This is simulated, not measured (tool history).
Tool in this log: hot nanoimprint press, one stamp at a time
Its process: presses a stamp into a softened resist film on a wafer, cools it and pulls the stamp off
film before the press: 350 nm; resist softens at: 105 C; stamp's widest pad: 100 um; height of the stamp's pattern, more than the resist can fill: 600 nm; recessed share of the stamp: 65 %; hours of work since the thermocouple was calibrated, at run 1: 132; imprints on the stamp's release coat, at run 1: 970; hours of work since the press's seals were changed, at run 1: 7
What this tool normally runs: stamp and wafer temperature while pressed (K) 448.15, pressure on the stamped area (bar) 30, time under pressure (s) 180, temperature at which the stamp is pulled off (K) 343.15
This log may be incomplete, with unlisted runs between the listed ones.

run,hour,stamp and wafer temperature while pressed (K),pressure on the stamped area (bar),time under pressure (s),temperature at which the stamp is pulled off (K),hours of work since the thermocouple was calibrated,imprints on the stamp's release coat,hours of work since the press's seals were changed,resist left under the stamp's widest pad (nm),greatest force while the stamp is pulled off (N)
1,0,448.15,30,180,343.15,132,970,7,205.6,200
2,17.6,448.15,30,180,343.15,145,1051,20,206.8,205
3,28.9,448.15,30,180,343.15,154,1102,29,205.3,209
4,53.8,448.15,30,180,343.15,172,1216,47,206.2,202
# hour 68.4: stamp cleaned and given a new release coat
5,82.6,448.15,30,180,343.15,189,65,64,206.2,202
6,103.2,448.15,30,180,346.15,204,159,79,207,194
7,121.6,448.15,41.2,180,346.15,218,243,93,174.6,195
8,138.2,448.15,41.2,180,346.15,230,319,105,175.9,187
9,152.9,448.15,30,180,343.15,241,386,116,207.1,205
10,164.7,448.15,30,180,343.15,250,440,125,207.7,197
11,179.6,448.15,30,180,343.15,261,508,136,207.1,204

Forecast run 12:
12,202.9,448.15,30,180,343.15,278,614,153,?,?

Run 12 measured resist left under the stamp's widest pad (nm) 208.3, greatest force while the stamp is pulled off (N) 202.
Had the tool carried no hidden state, the very same run would have given resist left under the stamp's widest pad (nm) 206.9, greatest force while the stamp is pulled off (N) 202.
